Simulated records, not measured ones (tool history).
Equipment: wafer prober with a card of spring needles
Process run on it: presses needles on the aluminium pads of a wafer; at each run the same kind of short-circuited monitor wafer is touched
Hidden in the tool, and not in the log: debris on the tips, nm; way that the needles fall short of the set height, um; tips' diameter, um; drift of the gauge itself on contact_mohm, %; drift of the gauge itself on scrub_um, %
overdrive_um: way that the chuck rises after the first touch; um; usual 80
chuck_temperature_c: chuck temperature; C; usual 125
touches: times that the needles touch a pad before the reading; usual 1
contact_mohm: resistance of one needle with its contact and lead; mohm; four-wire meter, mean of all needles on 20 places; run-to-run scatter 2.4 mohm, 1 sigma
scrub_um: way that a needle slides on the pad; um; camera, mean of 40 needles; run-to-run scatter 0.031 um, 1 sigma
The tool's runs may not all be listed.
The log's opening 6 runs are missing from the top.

run   hour  overdrive_um  chuck_temperature_c  touches  touches since the tips were cleaned  cleanings since the card got new needles  touches since the first contact's height was set  contact_mohm  scrub_um
      37.9  -- tips cleaned on abrasive film
  7   41.1            80                  125        2                                 1945                                        24                                             39269           272     21.49
  8   48.6            80                  125        2                                 6402                                        24                                             43726           272     21.48
      49.5  -- tips cleaned on abrasive film
  9   57.8            99                  125        1                                 4953                                        25                                             49148           281     26.51
        61  -- tips cleaned on abrasive film
 10     62            99                  125        1                                  575                                        26                                             51579           278     26.54
 11   69.7            80                  125        2                                 5152                                        26                                             56156           270     21.51
      72.6  -- tips cleaned on abrasive film
 12   75.8            80                  125        1                                 1902                                        27                                             59711           271      21.5
 13     83            80                  125        1                                 6219                                        27                                             64028           274     21.53
      84.1  -- tips cleaned on abrasive film
 14   90.8            80                  125        1                                 4021                                        28                                             68618           280     21.46
      95.4  -- tips cleaned on abrasive film
 15   99.4            80                  125        2                                 2361                                        29                                             73642           273     21.55
     102.7  -- height of the first contact set anew
 16  105.5            96                   65        2                                 5805                                        29                                              1636           254     25.86
       107  -- tips cleaned on abrasive film
 17  114.9            64                   31        1                                 4692                                        30                                              7213           247     17.24
       119  -- tips cleaned on abrasive film
 18  123.9            64                   42        1                                 2897                                        31                                             12484           251     17.31
     130.5  -- tips cleaned on abrasive film
 19  131.2            98                  101        3                                  398                                        32                                             16763           267      26.4
 20  136.2            76                   96        1                                 3392                                        32                                             19757           272     20.48
 21  140.7            75                  125        1                                 6085                                        32                                             22450           274     20.24
     142.1  -- tips cleaned on abrasive film
 22  145.6            75                  125        1                                 2088                                        33                                             25280           278     20.22
 23  152.4            66                  106        1                                 6171                                        33                                             29363           269     17.84
     153.8  -- tips cleaned on abrasive film
 24  157.9            71                  106        1                                 2475                                        34                                             32575           272     19.24
     165.6  -- tips cleaned on abrasive film
 25    168            65                   68        1                                 1427                                        35                                             38537           258     17.65
 26    173            60                  100        1                                 4389                                        35                                             41499           270     16.22
     177.2  -- tips cleaned on abrasive film
 27  178.2            60                  100        1                                  610                                        36                                             44517           269     16.28
 28  183.1            60                  100        1                                 3517                                        36                                             47424           271     16.26
 29  187.8            66                  100        3                                 6312                                        36                                             50219           273     17.89
     188.9  -- tips cleaned on abrasive film
 30  197.2            95                   65        2                                 4936                                        37                                             55791           257      25.8

Predict each of these 3 candidate next runs independently; none follows another, all start after run 30:
     200.9  -- tips cleaned on abrasive film
  A  201.7            82                   36        1                                  472                                        38                                             58398             ?         ?
     200.9  -- tips cleaned on abrasive film
  B  201.7            86                  102        2                                  472                                        38                                             58398             ?         ?
     200.9  -- tips cleaned on abrasive film
  C  201.7            75                   99        1                                  472                                        38                                             58398             ?         ?

run  contact_mohm  scrub_um
  A           250      22.3
  B           268     23.33
  C           269     20.39
Stripped of hidden state, with their random variation kept, the same runs would have yielded:
run  contact_mohm  scrub_um
  A           249     21.91
  B           268     22.92
  C           269     20.03
